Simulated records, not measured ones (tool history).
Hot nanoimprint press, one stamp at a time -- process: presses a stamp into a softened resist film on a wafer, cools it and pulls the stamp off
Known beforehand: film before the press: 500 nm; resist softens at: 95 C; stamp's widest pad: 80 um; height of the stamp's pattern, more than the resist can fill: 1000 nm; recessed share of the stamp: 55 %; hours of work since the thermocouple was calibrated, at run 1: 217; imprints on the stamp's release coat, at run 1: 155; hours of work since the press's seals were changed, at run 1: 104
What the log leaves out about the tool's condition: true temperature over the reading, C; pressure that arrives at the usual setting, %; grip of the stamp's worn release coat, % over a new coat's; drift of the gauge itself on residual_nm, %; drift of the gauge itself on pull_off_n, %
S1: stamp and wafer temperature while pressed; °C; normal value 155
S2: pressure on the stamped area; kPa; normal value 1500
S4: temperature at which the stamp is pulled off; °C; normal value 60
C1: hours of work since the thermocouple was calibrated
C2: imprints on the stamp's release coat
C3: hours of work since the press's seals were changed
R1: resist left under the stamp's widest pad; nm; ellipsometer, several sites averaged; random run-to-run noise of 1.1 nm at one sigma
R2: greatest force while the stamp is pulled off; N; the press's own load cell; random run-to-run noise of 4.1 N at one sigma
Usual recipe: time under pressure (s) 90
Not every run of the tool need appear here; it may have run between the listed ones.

Run 1, day 0: usual settings; C1 217; C2 155; C3 104. Result: R1 186.6 nm, R2 207 N.
Run 2, day 0.729: usual settings; C1 228; C2 221; C3 116. Result: R1 186.8 nm, R2 210 N.
Run 3, day 1.683: usual settings; C1 243; C2 307; C3 131. Result: R1 183.8 nm, R2 216 N.
Run 4, day 2.242: usual settings; C1 252; C2 357; C3 140. Result: R1 187.4 nm, R2 214 N.
Run 5, day 3.004: usual settings; C1 264; C2 426; C3 152. Result: R1 185.5 nm, R2 225 N.
Run 6, day 3.712: usual settings; C1 276; C2 490; C3 163. Result: R1 185.4 nm, R2 214 N.
Run 7, day 4.446: usual settings; C1 287; C2 556; C3 175. Result: R1 188.1 nm, R2 237 N.
Run 8, day 5.033: usual settings; C1 297; C2 609; C3 184. Result: R1 188.9 nm, R2 226 N.
Run 9, day 5.888: usual settings but S2 1300 kPa; C1 310; C2 686; C3 198. Result: R1 201.1 nm, R2 229 N.
Run 10, day 6.458: usual settings; C1 319; C2 738; C3 207. Result: R1 187.9 nm, R2 228 N.
Run 11, day 7.512: usual settings; C1 336; C2 833; C3 223. Result: R1 189.6 nm, R2 247 N.
Run 12, day 8.488: usual settings but S2 1170 kPa; C1 351; C2 921; C3 239. Result: R1 212.6 nm, R2 246 N.
Run 13, day 9.308: usual settings but S2 1170 kPa, S4 63 °C; C1 364; C2 995; C3 252. Result: R1 211.1 nm, R2 239 N.
Run 14, day 9.775: usual settings; C1 372; C2 1037; C3 259. Result: R1 190.1 nm, R2 262 N.
Run 15, day 10.358: usual settings; C1 381; C2 1090; C3 268. Result: R1 190.8 nm, R2 255 N.
Run 16, day 11.058: usual settings but S2 1070 kPa, S4 54 °C; C1 392; C2 1153; C3 280. Result: R1 221.3 nm, R2 296 N.
Run 17, day 11.667: usual settings but S1 151 °C, S2 2370 kPa, time under pressure (s) 69, S4 57 °C; C1 402; C2 1208; C3 289. Result: R1 203.2 nm, R2 286 N.
Run 18, day 12.45: usual settings but S1 151 °C, S2 2370 kPa, time under pressure (s) 98, S4 49 °C; C1 414; C2 1279; C3 302. Result: R1 174.1 nm, R2 344 N.
Run 19, day 13.371: usual settings but S1 165 °C, S2 1280 kPa, time under pressure (s) 51, S4 47 °C; C1 429; C2 1362; C3 316. Result: R1 181.3 nm, R2 338 N.
Run 20, day 14.217: usual settings but S1 157 °C, S2 2210 kPa, time under pressure (s) 51, S4 62 °C; C1 442; C2 1438; C3 330. Result: R1 187.7 nm, R2 259 N.
Run 21, day 14.908: usual settings but S1 164 °C, S2 2210 kPa, time under pressure (s) 160, S4 62 °C; C1 453; C2 1500; C3 341. Result: R1 86.1 nm, R2 261 N.
Run 22, day 15.725: usual settings but S1 164 °C, S2 2270 kPa, time under pressure (s) 160, S4 62 °C; C1 466; C2 1574; C3 354. Result: R1 85.5 nm, R2 271 N.
Run 23, day 16.779: usual settings but S1 149 °C, time under pressure (s) 55, S4 66 °C; C1 483; C2 1669; C3 370. Result: R1 291.6 nm, R2 246 N.
Run 24, day 17.225: usual settings but time under pressure (s) 118; C1 490; C2 1710; C3 377. Result: R1 174.4 nm, R2 286 N.
Run 25, day 18.233: usual settings but S1 152 °C, S2 1710 kPa, time under pressure (s) 48, S4 57 °C; C1 506; C2 1801; C3 393. Result: R1 263.8 nm, R2 318 N.
Run 26, day 18.762: usual settings but S2 1310 kPa, time under pressure (s) 48; C1 514; C2 1848; C3 402. Result: R1 259.8 nm, R2 301 N.
At day 19.462: plate thermocouple calibrated.
Run 27, day 19.462: usual settings but S2 1310 kPa, time under pressure (s) 48; C1 0; C2 1900; C3 411. Result: R1 246.9 nm, R2 279 N.
Run 28, day 19.938: usual settings but S1 153 °C, S2 1020 kPa, time under pressure (s) 121; C1 8; C2 1943; C3 419. Result: R1 210 nm, R2 286 N.
Run 29, day 20.692: usual settings but S1 153 °C, S2 1020 kPa, time under pressure (s) 121; C1 20; C2 2011; C3 430. Result: R1 212.6 nm, R2 298 N.

3 ways to go on from here, each from the tool as it stands after run 29. What would each give?
Run A, day 21.55: usual settings but S1 166 °C; C1 33; C2 2089; C3 444. Result: R1 ?, R2 ?.
Run B, day 21.55: usual settings but S1 153 °C, S2 2040 kPa, time under pressure (s) 59, S4 61 °C; C1 33; C2 2089; C3 444. Result: R1 ?, R2 ?.
Run C, day 21.55: usual settings but S2 910 kPa, time under pressure (s) 76, S4 50 °C; C1 33; C2 2089; C3 444. Result: R1 ?, R2 ?.

run     R1   R2
  A  122.3  301
  B  203.6  295
  C    245  366
Stripped of hidden state, with their random variation kept, the same runs would have yielded:
run     R1   R2
  A  119.4  199
  B  197.9  194
  C  240.9  241
